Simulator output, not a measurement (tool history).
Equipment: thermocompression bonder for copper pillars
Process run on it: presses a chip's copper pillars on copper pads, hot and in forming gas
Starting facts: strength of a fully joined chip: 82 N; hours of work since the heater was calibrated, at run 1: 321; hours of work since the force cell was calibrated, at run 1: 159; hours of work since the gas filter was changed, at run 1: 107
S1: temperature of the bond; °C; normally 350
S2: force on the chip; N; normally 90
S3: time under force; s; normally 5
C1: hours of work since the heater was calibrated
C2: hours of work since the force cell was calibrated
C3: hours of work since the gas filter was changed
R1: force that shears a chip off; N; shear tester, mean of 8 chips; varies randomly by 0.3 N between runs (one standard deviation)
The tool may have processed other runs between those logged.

run 1 hour=0.0 | S1=350 S2=90 S3=5 | C1=321 C2=159 C3=107 | R1=35.2
-- hour=2.1 forming gas filter changed
run 2 hour=12.2 | S1=350 S2=90 S3=5 | C1=326 C2=164 C3=4 | R1=38.3
run 3 hour=22.4 | S1=350 S2=94 S3=5 | C1=330 C2=168 C3=9 | R1=39.3
run 4 hour=29.5 | S1=350 S2=90 S3=5 | C1=333 C2=171 C3=12 | R1=38.2
run 5 hour=41.6 | S1=350 S2=90 S3=5 | C1=338 C2=177 C3=17 | R1=37.6
run 6 hour=55.0 | S1=350 S2=90 S3=3 | C1=344 C2=182 C3=23 | R1=31.3
run 7 hour=64.9 | S1=350 S2=90 S3=3 | C1=348 C2=187 C3=27 | R1=31.5
run 8 hour=73.8 | S1=350 S2=124 S3=3 | C1=352 C2=190 C3=31 | R1=38.6
run 9 hour=84.4 | S1=350 S2=119 S3=5 | C1=357 C2=195 C3=35 | R1=45.0
run 10 hour=92.6 | S1=350 S2=61 S3=5 | C1=360 C2=199 C3=39 | R1=28.5
run 11 hour=100.6 | S1=350 S2=61 S3=5 | C1=364 C2=202 C3=42 | R1=28.0
run 12 hour=117.3 | S1=350 S2=94 S3=5 | C1=371 C2=209 C3=49 | R1=37.9
run 13 hour=127.6 | S1=350 S2=94 S3=5 | C1=375 C2=214 C3=54 | R1=37.6
run 14 hour=138.7 | S1=350 S2=94 S3=5 | C1=380 C2=218 C3=59 | R1=38.2
run 15 hour=146.6 | S1=350 S2=94 S3=5 | C1=383 C2=222 C3=62 | R1=37.8
run 16 hour=156.1 | S1=350 S2=94 S3=5 | C1=387 C2=226 C3=66 | R1=37.6
run 17 hour=172.4 | S1=360 S2=108 S3=10 | C1=394 C2=233 C3=73 | R1=53.5
run 18 hour=188.9 | S1=322 S2=90 S3=3 | C1=402 C2=240 C3=80 | R1=23.7
run 19 hour=201.6 | S1=359 S2=97 S3=5 | C1=407 C2=245 C3=86 | R1=40.5
run 20 hour=210.9 | S1=378 S2=83 S3=3 | C1=411 C2=249 C3=90 | R1=34.3
run 21 hour=227.6 | S1=372 S2=83 S3=3 | C1=418 C2=256 C3=97 | R1=33.3
run 22 hour=244.3 | S1=344 S2=108 S3=5 | C1=425 C2=264 C3=104 | R1=38.3
run 23 hour=253.7 | S1=344 S2=108 S3=5 | C1=429 C2=268 C3=108 | R1=38.5
-- hour=255.7 forming gas filter changed
run 24 hour=263.9 | S1=320 S2=108 S3=5 | C1=434 C2=272 C3=4 | R1=34.5
run 25 hour=280.7 | S1=347 S2=70 S3=11 | C1=441 C2=279 C3=11 | R1=41.8
run 26 hour=295.5 | S1=347 S2=70 S3=11 | C1=447 C2=285 C3=17 | R1=41.8
run 27 hour=312.1 | S1=347 S2=70 S3=11 | C1=454 C2=292 C3=24 | R1=41.5
run 28 hour=325.0 | S1=366 S2=90 S3=4 | C1=460 C2=298 C3=30 | R1=38.8
run 29 hour=341.2 | S1=366 S2=80 S3=4 | C1=467 C2=305 C3=37 | R1=35.7
run 30 hour=356.3 | S1=366 S2=76 S3=5 | C1=473 C2=311 C3=43 | R1=37.1
run 31 hour=372.3 | S1=350 S2=77 S3=12 | C1=480 C2=318 C3=50 | R1=45.3

Consider 3 possible next runs. They are alternatives, not a sequence: every one starts from the tool as it was left by run 31. What does each give?
run A hour=385.7 | S1=350 S2=110 S3=12 | C1=486 C2=324 C3=56 | R1=?
run B hour=385.7 | S1=350 S2=77 S3=13 | C1=486 C2=324 C3=56 | R1=?
run C hour=385.7 | S1=346 S2=79 S3=12 | C1=486 C2=324 C3=56 | R1=?

run=A R1=55.3
run=B R1=46.1
run=C R1=44.8
Stripped of hidden state, with their random variation kept, the same runs would have yielded:
run=A R1=56.1
run=B R1=46.5
run=C R1=45.1

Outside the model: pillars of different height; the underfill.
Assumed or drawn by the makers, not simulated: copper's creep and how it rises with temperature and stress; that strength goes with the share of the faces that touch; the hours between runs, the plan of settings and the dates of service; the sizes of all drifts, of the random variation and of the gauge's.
